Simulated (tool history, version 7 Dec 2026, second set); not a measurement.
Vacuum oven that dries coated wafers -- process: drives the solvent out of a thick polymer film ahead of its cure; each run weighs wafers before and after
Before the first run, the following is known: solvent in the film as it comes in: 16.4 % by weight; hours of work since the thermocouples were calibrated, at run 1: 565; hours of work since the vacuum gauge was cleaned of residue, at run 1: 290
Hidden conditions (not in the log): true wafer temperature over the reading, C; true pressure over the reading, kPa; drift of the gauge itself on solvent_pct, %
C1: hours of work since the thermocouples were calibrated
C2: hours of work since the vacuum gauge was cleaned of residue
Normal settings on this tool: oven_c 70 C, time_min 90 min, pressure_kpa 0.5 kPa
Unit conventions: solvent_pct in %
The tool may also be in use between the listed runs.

run 1 day=0 | oven_c=70 time_min=90 pressure_kpa=0.5 | C1=565 C2=290 | solvent_pct=1.03
run 2 day=0.812 | oven_c=70 time_min=90 pressure_kpa=0.736 | C1=576 C2=301 | solvent_pct=1.11
run 3 day=1.883 | oven_c=70 time_min=90 pressure_kpa=0.278 | C1=591 C2=316 | solvent_pct=0.93
run 4 day=2.954 | oven_c=67 time_min=90 pressure_kpa=0.5 | C1=605 C2=330 | solvent_pct=1.52
run 5 day=3.688 | oven_c=67 time_min=128 pressure_kpa=0.5 | C1=616 C2=340 | solvent_pct=0.86
run 6 day=4.417 | oven_c=70 time_min=131 pressure_kpa=0.5 | C1=626 C2=350 | solvent_pct=0.47
run 7 day=5.429 | oven_c=70 time_min=131 pressure_kpa=0.5 | C1=639 C2=364 | solvent_pct=0.4
run 8 day=6.312 | oven_c=70 time_min=131 pressure_kpa=0.5 | C1=652 C2=376 | solvent_pct=0.47
run 9 day=6.883 | oven_c=70 time_min=131 pressure_kpa=0.5 | C1=659 C2=384 | solvent_pct=0.44
run 10 day=7.717 | oven_c=70 time_min=131 pressure_kpa=0.5 | C1=671 C2=396 | solvent_pct=0.56
run 11 day=8.779 | oven_c=70 time_min=90 pressure_kpa=0.98 | C1=685 C2=410 | solvent_pct=1.23
run 12 day=9.379 | oven_c=70 time_min=90 pressure_kpa=0.98 | C1=694 C2=419 | solvent_pct=1.13
run 13 day=10.171 | oven_c=70 time_min=90 pressure_kpa=0.98 | C1=705 C2=429 | solvent_pct=1.23
run 14 day=10.629 | oven_c=70 time_min=90 pressure_kpa=0.98 | C1=711 C2=436 | solvent_pct=1.23
run 15 day=11.408 | oven_c=67 time_min=90 pressure_kpa=0.5 | C1=722 C2=446 | solvent_pct=1.62
run 16 day=12.229 | oven_c=70 time_min=90 pressure_kpa=0.5 | C1=733 C2=458 | solvent_pct=0.96
run 17 day=12.783 | oven_c=70 time_min=90 pressure_kpa=0.5 | C1=740 C2=465 | solvent_pct=0.97
run 18 day=13.746 | oven_c=70 time_min=90 pressure_kpa=0.5 | C1=754 C2=479 | solvent_pct=0.95
run 19 day=14.367 | oven_c=59 time_min=90 pressure_kpa=0.5 | C1=762 C2=487 | solvent_pct=4.4
run 20 day=15.362 | oven_c=57 time_min=90 pressure_kpa=0.5 | C1=776 C2=501 | solvent_pct=5.1
run 21 day=16.167 | oven_c=65 time_min=90 pressure_kpa=0.5 | C1=787 C2=512 | solvent_pct=2.14
run 22 day=16.95 | oven_c=65 time_min=90 pressure_kpa=0.5 | C1=798 C2=523 | solvent_pct=2.1
run 23 day=17.829 | oven_c=65 time_min=116 pressure_kpa=0.5 | C1=810 C2=535 | solvent_pct=1.41
-- day=18.071 oven's thermocouples calibrated
run 24 day=18.975 | oven_c=65 time_min=116 pressure_kpa=0.5 | C1=12 C2=549 | solvent_pct=1.37
run 25 day=19.833 | oven_c=74 time_min=71 pressure_kpa=0.34 | C1=24 C2=561 | solvent_pct=0.78
run 26 day=20.838 | oven_c=74 time_min=71 pressure_kpa=0.34 | C1=38 C2=575 | solvent_pct=0.76
run 27 day=21.646 | oven_c=62 time_min=77 pressure_kpa=1.493 | C1=49 C2=586 | solvent_pct=4.26
run 28 day=22.6 | oven_c=62 time_min=77 pressure_kpa=1.493 | C1=62 C2=599 | solvent_pct=4.38
run 29 day=23.646 | oven_c=70 time_min=111 pressure_kpa=0.5 | C1=77 C2=613 | solvent_pct=0.65
run 30 day=24.446 | oven_c=70 time_min=111 pressure_kpa=0.5 | C1=88 C2=624 | solvent_pct=0.68
run 31 day=25.292 | oven_c=83 time_min=59 pressure_kpa=0.65 | C1=99 C2=636 | solvent_pct=0.2
run 32 day=26.058 | oven_c=70 time_min=62 pressure_kpa=0.938 | C1=110 C2=646 | solvent_pct=2.17
run 33 day=27.054 | oven_c=70 time_min=62 pressure_kpa=0.938 | C1=123 C2=660 | solvent_pct=2.24
run 34 day=27.954 | oven_c=70 time_min=62 pressure_kpa=0.938 | C1=136 C2=672 | solvent_pct=2.19
run 35 day=28.412 | oven_c=75 time_min=103 pressure_kpa=0.867 | C1=142 C2=679 | solvent_pct=0.53
run 36 day=29.046 | oven_c=78 time_min=59 pressure_kpa=0.867 | C1=151 C2=687 | solvent_pct=0.74
run 37 day=29.546 | oven_c=57 time_min=90 pressure_kpa=0.867 | C1=157 C2=694 | solvent_pct=5.29
run 38 day=30.008 | oven_c=57 time_min=90 pressure_kpa=0.867 | C1=164 C2=701 | solvent_pct=5.34
run 39 day=30.933 | oven_c=57 time_min=45 pressure_kpa=1.329 | C1=177 C2=713 | solvent_pct=8.68
run 40 day=31.521 | oven_c=65 time_min=50 pressure_kpa=0.381 | C1=185 C2=721 | solvent_pct=4.58
run 41 day=32.067 | oven_c=65 time_min=50 pressure_kpa=0.381 | C1=192 C2=729 | solvent_pct=4.55
run 42 day=32.683 | oven_c=65 time_min=50 pressure_kpa=1.225 | C1=201 C2=737 | solvent_pct=4.95
run 43 day=33.496 | oven_c=65 time_min=50 pressure_kpa=1.225 | C1=212 C2=749 | solvent_pct=5.01
run 44 day=34.229 | oven_c=64 time_min=104 pressure_kpa=0.741 | C1=222 C2=759 | solvent_pct=1.97
run 45 day=34.721 | oven_c=64 time_min=104 pressure_kpa=0.741 | C1=229 C2=765 | solvent_pct=2.1
run 46 day=35.2 | oven_c=75 time_min=156 pressure_kpa=0.557 | C1=235 C2=772 | solvent_pct=0.21

What if the next run were any one of these 4? Each begins from the tool's condition after run 46:
run A day=36.221 | oven_c=72 time_min=156 pressure_kpa=0.557 | C1=249 C2=786 | solvent_pct=?
run B day=36.221 | oven_c=57 time_min=106 pressure_kpa=1.166 | C1=249 C2=786 | solvent_pct=?
run C day=36.221 | oven_c=70 time_min=57 pressure_kpa=0.5 | C1=249 C2=786 | solvent_pct=?
run D day=36.221 | oven_c=70 time_min=57 pressure_kpa=0.5 | C1=249 C2=786 | solvent_pct=?

run=A solvent_pct=0.33
run=B solvent_pct=4.8
run=C solvent_pct=2.37
run=D solvent_pct=2.37
The same runs, with their run-to-run variation unchanged, on a tool lacking any hidden condition would have given:
run=A solvent_pct=0.33
run=B solvent_pct=4.78
run=C solvent_pct=2.36
run=D solvent_pct=2.36
